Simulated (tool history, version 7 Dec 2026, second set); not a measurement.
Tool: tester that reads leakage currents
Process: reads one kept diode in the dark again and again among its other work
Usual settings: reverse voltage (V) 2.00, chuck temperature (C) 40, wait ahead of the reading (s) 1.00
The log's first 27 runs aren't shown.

run,hour,reverse voltage (V),chuck temperature (C),wait ahead of the reading (s),current that the tester gives (pA)
28,760.9,8.04,40,1.00,525.08
29,798.7,5.39,59,1.09,1397.44
30,817.8,5.39,59,1.09,1400.46
31,854.4,2.76,59,4.79,1054.81
32,883.0,1.56,40,0.65,256.06
33,903.2,2.27,58,1.00,917.04
34,920.0,2.27,58,1.00,918.55
35,938.3,9.89,40,1.29,588.82
36,969.5,9.89,40,1.29,594.41
37,997.6,14.90,40,4.97,715.08
38,1020.5,5.43,40,6.09,453.81
39,1041.0,5.43,40,6.09,455.20

Forecast each of these 5 alternatives for the next run:
A,1064.5,1.07,31,0.51,?
B,1064.5,3.80,38,4.26,?
C,1064.5,9.66,40,6.09,?
D,1064.5,2.00,24,6.08,?
E,1064.5,12.11,23,0.44,?

run,current that the tester gives (pA)
A,123.01
B,343.28
C,591.13
D,100.03
E,224.36
Without the tool's hidden state the same runs would have given:
run,current that the tester gives (pA)
A,112.02
B,311.68
C,530.10
D,88.26
E,180.55
